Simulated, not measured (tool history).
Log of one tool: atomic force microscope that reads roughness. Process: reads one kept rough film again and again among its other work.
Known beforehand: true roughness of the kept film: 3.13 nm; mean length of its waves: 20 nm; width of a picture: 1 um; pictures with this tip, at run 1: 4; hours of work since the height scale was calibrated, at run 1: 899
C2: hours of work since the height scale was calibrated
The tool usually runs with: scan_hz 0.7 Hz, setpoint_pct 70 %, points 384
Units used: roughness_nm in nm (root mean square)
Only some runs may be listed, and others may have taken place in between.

Run 1, day 0: usual settings; pictures with this tip 4; C2 899. Result: roughness_nm 2.269 nm (root mean square).
Run 2, day 1.362: usual settings; pictures with this tip 71; C2 922. Result: roughness_nm 2.011 nm (root mean square).
Run 3, day 2.429: usual settings; pictures with this tip 123; C2 939. Result: roughness_nm 1.843 nm (root mean square).
Run 4, day 3.55: usual settings; pictures with this tip 178; C2 957. Result: roughness_nm 1.692 nm (root mean square).
Run 5, day 4.633: usual settings but points 276; pictures with this tip 231; C2 975. Result: roughness_nm 1.541 nm (root mean square).
Run 6, day 6.125: usual settings but points 276; pictures with this tip 304; C2 1000. Result: roughness_nm 1.415 nm (root mean square).
Run 7, day 7.446: usual settings but points 276; pictures with this tip 369; C2 1021. Result: roughness_nm 1.294 nm (root mean square).
At day 7.625: new tip fitted.
Run 8, day 8.229: usual settings but scan_hz 1.688 Hz, points 276; pictures with this tip 30; C2 1034. Result: roughness_nm 1.991 nm (root mean square).
Run 9, day 9.679: usual settings but scan_hz 1.688 Hz, points 276; pictures with this tip 101; C2 1057. Result: roughness_nm 1.778 nm (root mean square).
Run 10, day 11.275: usual settings but points 844; pictures with this tip 179; C2 1084. Result: roughness_nm 1.696 nm (root mean square).
At day 11.412: height scale calibrated on a step standard.
Run 11, day 13.046: usual settings but scan_hz 2.101 Hz, setpoint_pct 64 %, points 594; pictures with this tip 264; C2 27. Result: roughness_nm 1.47 nm (root mean square).
Run 12, day 14.462: usual settings but scan_hz 1.125 Hz, setpoint_pct 71 %, points 594; pictures with this tip 334; C2 50. Result: roughness_nm 1.361 nm (root mean square).
Run 13, day 15.221: usual settings but scan_hz 2.737 Hz, setpoint_pct 61 %, points 730; pictures with this tip 371; C2 62. Result: roughness_nm 1.28 nm (root mean square).
At day 15.333: new tip fitted.
Run 14, day 16.067: usual settings but scan_hz 3.228 Hz, setpoint_pct 61 %, points 730; pictures with this tip 36; C2 76. Result: roughness_nm 2.042 nm (root mean square).
Run 15, day 17.733: usual settings but scan_hz 1.697 Hz, points 761; pictures with this tip 118; C2 103. Result: roughness_nm 1.802 nm (root mean square).
At day 18.583: height scale calibrated on a step standard, once more.
Run 16, day 19.417: usual settings but scan_hz 1.697 Hz, points 761; pictures with this tip 199; C2 14. Result: roughness_nm 1.552 nm (root mean square).
Run 17, day 20.183: usual settings but scan_hz 0.657 Hz, setpoint_pct 74 %, points 981; pictures with this tip 236; C2 26. Result: roughness_nm 1.539 nm (root mean square).
Run 18, day 21.362: usual settings but scan_hz 1.246 Hz, points 391; pictures with this tip 294; C2 45. Result: roughness_nm 1.375 nm (root mean square).

What if the next run were any one of these 5? Each begins from the tool's condition after run 18:
Run A, day 22.354: usual settings but setpoint_pct 82 %, points 722; pictures with this tip 343; C2 62. Result: roughness_nm ?.
Run B, day 22.354: usual settings but points 944; pictures with this tip 343; C2 62. Result: roughness_nm ?.
Run C, day 22.354: usual settings but setpoint_pct 86 %; pictures with this tip 343; C2 62. Result: roughness_nm ?.
Run D, day 22.354: usual settings but scan_hz 2.398 Hz, setpoint_pct 83 %, points 963; pictures with this tip 343; C2 62. Result: roughness_nm ?.
Run E, day 22.354: usual settings but scan_hz 1.044 Hz, setpoint_pct 56 %, points 306; pictures with this tip 343; C2 62. Result: roughness_nm ?.

run  roughness_nm
  A         1.299
  B         1.363
  C         1.268
  D         1.111
  E         1.331
What these runs would have given with no unlogged condition in the tool:
run  roughness_nm
  A         2.219
  B         2.325
  C         2.161
  D         1.899
  E         2.273
